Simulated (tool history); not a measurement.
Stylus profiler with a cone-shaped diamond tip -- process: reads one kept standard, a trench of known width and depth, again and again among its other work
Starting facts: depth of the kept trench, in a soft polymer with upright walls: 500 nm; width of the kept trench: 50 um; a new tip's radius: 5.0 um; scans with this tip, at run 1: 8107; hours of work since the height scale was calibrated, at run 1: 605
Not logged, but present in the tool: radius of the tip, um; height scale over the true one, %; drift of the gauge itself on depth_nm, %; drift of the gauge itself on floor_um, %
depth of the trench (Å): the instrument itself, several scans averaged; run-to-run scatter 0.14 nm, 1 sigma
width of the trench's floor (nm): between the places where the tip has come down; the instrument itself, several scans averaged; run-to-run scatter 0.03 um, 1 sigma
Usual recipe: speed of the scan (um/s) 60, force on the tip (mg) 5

run	day	speed of the scan (um/s)	force on the tip (mg)	scans with this tip	hours of work since the height scale was calibrated	depth of the trench (Å)	width of the trench's floor (nm)
1	0	60	5	8107	605	5085.7	44370
2	1.342	60	5	8394	627	5084.6	44350
3	2.921	60	5	8730	652	5083.7	44250
4	4.975	188	5	9168	684	5085.9	43990
5	6.988	60	3.65	9598	716	5070.7	44200
6	9.2	31	3.65	10070	752	5073.1	44190
7	11.088	31	3.65	10473	782	5073.7	44070
8	12.383	31	3.65	10750	802	5071.8	44030
9	14.946	31	3.65	11296	843	5073.7	44000
10	17.358	60	5	11811	882	5089.6	43880
11	19.012	51	5	12164	908	5088.8	43810
# day 19.254: height scale calibrated on a step standard
12	21.638	219	4.42	12720	38	5087.8	43450
13	23.608	27	2.92	13140	69	5071.7	43780
14	25.817	46	5.48	13612	105	5100.5	43660
15	26.908	46	5.48	13844	122	5099.3	43650
16	29.583	124	5	14415	165	5095.4	43440
17	31.892	124	5	14907	201	5095.3	43420
18	33.642	38	14.86	15281	229	5175.3	43470
# day 34.612: height scale calibrated on a step standard, once more
19	34.946	29	5.53	15554	5	5073.9	43450
20	37.096	20	7.09	16014	40	5091.3	43420
21	39.767	222	2.53	16583	82	5048.8	42840
22	41.646	32	2.68	16984	112	5049.2	43320

Forecast each of these 5 alternatives for the next run:
# day 42.821: new tip fitted, height scale calibrated
A	42.821	18	5	0	0	?	?
# day 42.821: new tip fitted, height scale calibrated
B	42.821	60	4.18	0	0	?	?
# day 42.821: new tip fitted, height scale calibrated
C	42.821	28	2.43	0	0	?	?
# day 42.821: new tip fitted, height scale calibrated
D	42.821	116	7.48	0	0	?	?
# day 42.821: new tip fitted, height scale calibrated
E	42.821	53	9.06	0	0	?	?

run	depth of the trench (Å)	width of the trench's floor (nm)
A	5070.4	45520
B	5062.1	45470
C	5042	45450
D	5092.3	45370
E	5105.2	45510
Had the tool no hidden state, the same runs would have come out as:
run	depth of the trench (Å)	width of the trench's floor (nm)
A	5071.3	45600
B	5063	45550
C	5042.9	45530
D	5093.2	45450
E	5106.1	45590
